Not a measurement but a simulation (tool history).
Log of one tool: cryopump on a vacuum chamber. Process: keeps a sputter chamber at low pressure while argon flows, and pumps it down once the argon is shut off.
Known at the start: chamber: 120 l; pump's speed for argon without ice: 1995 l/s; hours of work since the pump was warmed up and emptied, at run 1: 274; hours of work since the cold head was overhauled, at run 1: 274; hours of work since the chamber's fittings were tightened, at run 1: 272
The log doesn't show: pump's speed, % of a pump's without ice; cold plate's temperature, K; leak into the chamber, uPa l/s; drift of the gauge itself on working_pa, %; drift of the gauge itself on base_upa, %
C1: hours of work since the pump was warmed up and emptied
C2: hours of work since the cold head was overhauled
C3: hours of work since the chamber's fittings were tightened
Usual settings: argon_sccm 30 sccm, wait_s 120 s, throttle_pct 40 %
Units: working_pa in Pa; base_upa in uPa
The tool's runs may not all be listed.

run 1 hour=0 | argon_sccm=30 wait_s=120 throttle_pct=40 | C1=274 C2=274 C3=272 | working_pa=0.0663 base_upa=0.63
run 2 hour=17.1 | argon_sccm=30 wait_s=120 throttle_pct=40 | C1=282 C2=282 C3=280 | working_pa=0.0667 base_upa=0.63
run 3 hour=41.7 | argon_sccm=30 wait_s=120 throttle_pct=40 | C1=293 C2=293 C3=291 | working_pa=0.0666 base_upa=0.66
run 4 hour=55.5 | argon_sccm=30 wait_s=120 throttle_pct=48 | C1=299 C2=299 C3=297 | working_pa=0.0563 base_upa=0.63
run 5 hour=67.3 | argon_sccm=30 wait_s=120 throttle_pct=29 | C1=304 C2=304 C3=302 | working_pa=0.0917 base_upa=0.66
run 6 hour=82.8 | argon_sccm=30 wait_s=120 throttle_pct=32 | C1=311 C2=311 C3=309 | working_pa=0.0828 base_upa=0.63
run 7 hour=104.6 | argon_sccm=30 wait_s=120 throttle_pct=32 | C1=321 C2=321 C3=319 | working_pa=0.0827 base_upa=0.71
run 8 hour=131.3 | argon_sccm=30 wait_s=78 throttle_pct=40 | C1=333 C2=333 C3=331 | working_pa=0.0674 base_upa=0.86
run 9 hour=158.3 | argon_sccm=30 wait_s=78 throttle_pct=40 | C1=345 C2=345 C3=343 | working_pa=0.0679 base_upa=0.84
run 10 hour=183.3 | argon_sccm=30 wait_s=78 throttle_pct=35 | C1=356 C2=356 C3=354 | working_pa=0.0771 base_upa=0.87
run 11 hour=196.5 | argon_sccm=25 wait_s=31 throttle_pct=34 | C1=362 C2=362 C3=360 | working_pa=0.0657 base_upa=1.64
run 12 hour=211.3 | argon_sccm=25 wait_s=31 throttle_pct=34 | C1=368 C2=368 C3=366 | working_pa=0.0658 base_upa=1.63
run 13 hour=222.5 | argon_sccm=25 wait_s=31 throttle_pct=34 | C1=373 C2=373 C3=371 | working_pa=0.0657 base_upa=1.61
run 14 hour=245.9 | argon_sccm=16 wait_s=29 throttle_pct=31 | C1=384 C2=384 C3=382 | working_pa=0.0454 base_upa=1.81
run 15 hour=262.4 | argon_sccm=13 wait_s=59 throttle_pct=31 | C1=391 C2=391 C3=389 | working_pa=0.0377 base_upa=1.01
run 16 hour=279.3 | argon_sccm=13 wait_s=30 throttle_pct=19 | C1=399 C2=399 C3=397 | working_pa=0.0599 base_upa=1.68
run 17 hour=302.6 | argon_sccm=13 wait_s=120 throttle_pct=59 | C1=409 C2=409 C3=407 | working_pa=0.0203 base_upa=0.71

Forecast each of these 4 alternatives for the next run:
run A hour=316.7 | argon_sccm=27 wait_s=159 throttle_pct=16 | C1=415 C2=415 C3=413 | working_pa=? base_upa=?
run B hour=316.7 | argon_sccm=26 wait_s=73 throttle_pct=59 | C1=415 C2=415 C3=413 | working_pa=? base_upa=?
run C hour=316.7 | argon_sccm=30 wait_s=50 throttle_pct=24 | C1=415 C2=415 C3=413 | working_pa=? base_upa=?
run D hour=316.7 | argon_sccm=40 wait_s=73 throttle_pct=55 | C1=415 C2=415 C3=413 | working_pa=? base_upa=?

run=A working_pa=0.1468 base_upa=0.62
run=B working_pa=0.041 base_upa=0.93
run=C working_pa=0.1094 base_upa=1.17
run=D working_pa=0.0671 base_upa=0.95
Without the tool's hidden state the same runs would have given:
run=A working_pa=0.1429 base_upa=0.38
run=B working_pa=0.0372 base_upa=0.69
run=C working_pa=0.1051 base_upa=0.94
run=D working_pa=0.0613 base_upa=0.71
